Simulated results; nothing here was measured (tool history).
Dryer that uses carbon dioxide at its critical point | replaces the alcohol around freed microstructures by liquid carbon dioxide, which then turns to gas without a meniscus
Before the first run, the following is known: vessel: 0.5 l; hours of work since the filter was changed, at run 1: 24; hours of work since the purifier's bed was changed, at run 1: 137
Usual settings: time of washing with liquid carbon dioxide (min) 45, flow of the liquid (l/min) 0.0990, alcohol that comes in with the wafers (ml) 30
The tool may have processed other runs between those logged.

run	hour	time of washing with liquid carbon dioxide (min)	flow of the liquid (l/min)	alcohol that comes in with the wafers (ml)	hours of work since the filter was changed	hours of work since the purifier's bed was changed	alcohol left in the vessel before it's heated (ppm by volume)
1	0.0	45	0.0990	30	24	137	67
2	9.7	45	0.0990	30	29	142	58
3	19.6	34	0.0990	30	34	146	216
4	29.4	34	0.0990	30	38	151	215
5	33.9	34	0.0990	30	40	153	214
6	43.6	34	0.0990	30	45	157	229
7	50.3	45	0.0990	30	48	160	67
8	59.1	45	0.0990	30	52	165	69
9	66.2	45	0.0990	30	55	168	82
10	73.0	45	0.0990	30	58	171	69
11	77.9	45	0.0990	29	61	173	71
12	82.4	45	0.0812	30	63	175	165
13	89.6	45	0.0990	30	66	179	70
14	97.7	45	0.0990	69	70	183	123
15	103.1	45	0.0990	69	72	185	114
16	109.8	45	0.0990	69	76	188	122
17	115.6	45	0.0990	30	78	191	80
18	123.9	45	0.0990	30	82	195	80
19	130.5	45	0.0990	30	85	198	90
20	137.7	45	0.0990	56	89	201	115
21	141.9	45	0.0990	56	91	203	130
22	151.0	45	0.0990	56	95	207	111
23	158.0	45	0.0990	56	98	211	111
24	167.4	47	0.1624	29	102	215	64
25	176.5	30	0.0726	24	107	219	1242
26	182.9	30	0.0726	24	110	222	1280
27	191.9	44	0.0601	40	114	227	966
28	199.4	31	0.0990	55	117	230	676
29	203.6	45	0.0990	54	119	232	123
30	211.3	65	0.0990	54	123	236	64
31	217.2	45	0.0990	29	126	238	100
32	224.9	66	0.1358	30	129	242	72
33	234.4	45	0.0891	113	134	246	350
34	241.2	45	0.0891	113	137	250	338
35	246.3	68	0.1348	106	139	252	66
36	250.5	45	0.1353	106	141	254	76
37	260.0	45	0.1353	106	146	258	81
38	269.2	63	0.0990	58	150	263	77
39	277.6	47	0.1483	22	154	267	75
40	286.0	47	0.1483	22	158	270	74
41	293.2	27	0.1341	30	161	274	216
42	302.3	33	0.1023	67	165	278	572
43	306.6	57	0.0699	30	167	280	169
# hour 312.3: inlet filter changed
44	316.7	57	0.0649	30	2	284	166
45	324.6	57	0.0649	30	6	288	171
46	333.7	57	0.0649	30	10	292	182

How would selected steps in alcohol left in the vessel before it's heated (ppm by volume) from run to run divide? Give the signed amount a tool lacking its hidden state would still show from settings, what came in and random variation, and the signed amount left for the hidden state, including any gauge scatter that is not in both of the compared results.
The hidden state here: flow that reaches the vessel past the clogged filter, %; alcohol in the recycled carbon dioxide, ppm; drift of the gauge itself on alcohol_ppm, %.
Run 24 -> 25: time of washing with liquid carbon dioxide (min) 47 -> 30, flow of the liquid (l/min) 0.1624 -> 0.0726, alcohol that comes in with the wafers (ml) 29 -> 24. alcohol left in the vessel before it's heated (ppm by volume) +1178: hidden state +162, all else +1016.
Run 28 -> 29: time of washing with liquid carbon dioxide (min) 31 -> 45, alcohol that comes in with the wafers (ml) 55 -> 54. alcohol left in the vessel before it's heated (ppm by volume) -553: hidden state -111, all else -442.
Run 42 -> 43: time of washing with liquid carbon dioxide (min) 33 -> 57, flow of the liquid (l/min) 0.1023 -> 0.0699, alcohol that comes in with the wafers (ml) 67 -> 30. alcohol left in the vessel before it's heated (ppm by volume) -403: hidden state -118, all else -285.

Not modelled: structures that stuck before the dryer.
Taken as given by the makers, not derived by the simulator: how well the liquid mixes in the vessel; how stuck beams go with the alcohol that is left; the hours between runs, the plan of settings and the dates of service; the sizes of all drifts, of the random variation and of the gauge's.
